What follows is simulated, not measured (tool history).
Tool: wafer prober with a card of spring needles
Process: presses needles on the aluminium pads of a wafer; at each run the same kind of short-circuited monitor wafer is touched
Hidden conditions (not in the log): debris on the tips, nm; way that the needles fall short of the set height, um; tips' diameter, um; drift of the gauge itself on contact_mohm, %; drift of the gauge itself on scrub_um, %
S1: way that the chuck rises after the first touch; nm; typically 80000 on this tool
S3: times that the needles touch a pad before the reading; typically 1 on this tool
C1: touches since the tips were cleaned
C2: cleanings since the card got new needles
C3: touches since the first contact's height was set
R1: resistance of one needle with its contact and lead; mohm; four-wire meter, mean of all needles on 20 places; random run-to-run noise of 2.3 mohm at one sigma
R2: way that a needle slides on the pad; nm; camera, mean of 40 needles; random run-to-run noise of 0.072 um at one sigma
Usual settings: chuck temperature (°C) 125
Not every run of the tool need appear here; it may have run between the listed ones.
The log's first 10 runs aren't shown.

-- day=2.446 tips cleaned on abrasive film
run 11 day=2.6 | S1=72000 chuck_temperature_(°C)=125 S3=1 | C1=946 C2=22 C3=115653 | R1=260 R2=18600
run 12 day=2.867 | S1=72000 chuck_temperature_(°C)=125 S3=1 | C1=2571 C2=22 C3=117278 | R1=262 R2=18630
run 13 day=3.142 | S1=72000 chuck_temperature_(°C)=125 S3=1 | C1=4252 C2=22 C3=118959 | R1=259 R2=18550
-- day=3.275 tips cleaned on abrasive film
run 14 day=3.542 | S1=80000 chuck_temperature_(°C)=125 S3=2 | C1=1636 C2=23 C3=121371 | R1=253 R2=20520
run 15 day=3.883 | S1=80000 chuck_temperature_(°C)=125 S3=2 | C1=3709 C2=23 C3=123444 | R1=258 R2=20500
-- day=4.1 tips cleaned on abrasive film
run 16 day=4.183 | S1=93000 chuck_temperature_(°C)=125 S3=2 | C1=509 C2=24 C3=125248 | R1=252 R2=23840
run 17 day=4.6 | S1=93000 chuck_temperature_(°C)=125 S3=2 | C1=3042 C2=24 C3=127781 | R1=250 R2=23640
-- day=4.908 tips cleaned on abrasive film
run 18 day=5.012 | S1=93000 chuck_temperature_(°C)=125 S3=2 | C1=651 C2=25 C3=130285 | R1=250 R2=23900
run 19 day=5.392 | S1=72000 chuck_temperature_(°C)=125 S3=2 | C1=2957 C2=25 C3=132591 | R1=256 R2=18310
-- day=5.725 tips cleaned on abrasive film
run 20 day=5.742 | S1=65000 chuck_temperature_(°C)=32 S3=2 | C1=103 C2=26 C3=134696 | R1=232 R2=16560

For run 21, what comes out?
run 21 day=5.929 | S1=65000 chuck_temperature_(°C)=32 S3=2 | C1=1248 C2=26 C3=135841 | R1=? R2=?

R1: 237 mohm
R2: 16500 nm
Minus the tool's unlogged condition, the same run would have read R1 237 mohm, R2 16910 nm.
